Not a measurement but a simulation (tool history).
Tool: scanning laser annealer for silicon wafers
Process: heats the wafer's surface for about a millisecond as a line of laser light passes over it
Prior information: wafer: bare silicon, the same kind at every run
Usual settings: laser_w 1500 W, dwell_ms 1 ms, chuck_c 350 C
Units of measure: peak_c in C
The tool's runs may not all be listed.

run   hour  laser_w  dwell_ms  chuck_c  peak_c
  1      0     1500         1      350    1027
  2   75.9     1500         1      362    1031
  3  145.1     1500         1      362    1025
     165.3  -- window over the wafer cleaned
  4  199.6     1500         1      362    1050
  5  240.7     1530         1      350    1052
  6    326     1417         1      350     982
  7  407.8     1443      1.04      382    1037
     417.6  -- optics aligned, line set to its width
  8  451.8     1432      0.99      350     971
  9  487.1     1327       0.9      339     887
 10  565.4     1500      1.14      317    1012
 11    637     1328      0.72      387     879

Each row is a separate what-if for the run after 11, all from the same tool condition, not one after another. Results?
     683.9  -- window over the wafer cleaned
     701.3  -- optics aligned, line set to its width, once more
  A  716.2     1312      1.08      350       ?
     683.9  -- window over the wafer cleaned
     701.3  -- optics aligned, line set to its width, once more
  B  716.2     1328      0.72      333       ?
     683.9  -- window over the wafer cleaned
     701.3  -- optics aligned, line set to its width, once more
  C  716.2     1328      0.98      387       ?
     683.9  -- window over the wafer cleaned
     701.3  -- optics aligned, line set to its width, once more
  D  716.2     1403      0.82      341       ?
     683.9  -- window over the wafer cleaned
     701.3  -- optics aligned, line set to its width, once more
  E  716.2     1328       1.2      346       ?

run  peak_c
  A     968
  B     860
  C     992
  D     937
  E    1002
With the hidden condition removed and each run's random variation left untouched, the same runs would have given:
run  peak_c
  A     981
  B     871
  C    1004
  D     949
  E    1015

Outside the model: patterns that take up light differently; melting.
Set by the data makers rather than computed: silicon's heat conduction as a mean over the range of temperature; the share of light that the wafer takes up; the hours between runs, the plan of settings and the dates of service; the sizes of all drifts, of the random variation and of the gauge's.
